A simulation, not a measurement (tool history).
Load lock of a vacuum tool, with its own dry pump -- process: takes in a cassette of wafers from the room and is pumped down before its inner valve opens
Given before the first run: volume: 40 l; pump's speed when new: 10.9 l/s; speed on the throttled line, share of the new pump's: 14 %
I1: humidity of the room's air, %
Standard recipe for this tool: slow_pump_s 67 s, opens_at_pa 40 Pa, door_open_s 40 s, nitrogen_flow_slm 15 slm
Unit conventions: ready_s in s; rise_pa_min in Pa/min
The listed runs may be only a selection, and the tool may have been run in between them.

Run 1, hour 0: usual settings; I1 43.5. Result: ready_s 90.6 s, rise_pa_min 0.104 Pa/min.
Run 2, hour 112: usual settings but slow_pump_s 57 s; I1 45.7. Result: ready_s 82.1 s, rise_pa_min 0.104 Pa/min.
Run 3, hour 228.6: usual settings but slow_pump_s 57 s; I1 44.5. Result: ready_s 82.5 s, rise_pa_min 0.099 Pa/min.
Run 4, hour 360.7: usual settings but opens_at_pa 45 Pa; I1 44.7. Result: ready_s 89.9 s, rise_pa_min 0.103 Pa/min.
Run 5, hour 467.7: usual settings but opens_at_pa 45 Pa; I1 43.7. Result: ready_s 90.7 s, rise_pa_min 0.107 Pa/min.
Run 6, hour 531.6: usual settings but opens_at_pa 45 Pa; I1 45. Result: ready_s 89.4 s, rise_pa_min 0.109 Pa/min.
Run 7, hour 609.4: usual settings but opens_at_pa 45 Pa; I1 45.5. Result: ready_s 89.6 s, rise_pa_min 0.117 Pa/min.
Run 8, hour 729.3: usual settings but opens_at_pa 45 Pa; I1 45.9. Result: ready_s 89.6 s, rise_pa_min 0.119 Pa/min.
Run 9, hour 815.6: usual settings but opens_at_pa 45 Pa; I1 43.6. Result: ready_s 90.2 s, rise_pa_min 0.116 Pa/min.
Run 10, hour 917.3: usual settings but opens_at_pa 45 Pa; I1 43.6. Result: ready_s 89.1 s, rise_pa_min 0.121 Pa/min.

Run 11, settings as shown, results not yet in. Your forecast:
Run 11, hour 1057.3: usual settings but slow_pump_s 47 s, opens_at_pa 62 Pa, door_open_s 74 s; I1 47.5. Result: ready_s ?, rise_pa_min ?.

Run 11 yielded ready_s 72.7 s, rise_pa_min 0.12 Pa/min.
With no hidden state in the tool, this same run would have given ready_s 68.2 s, rise_pa_min 0.027 Pa/min.
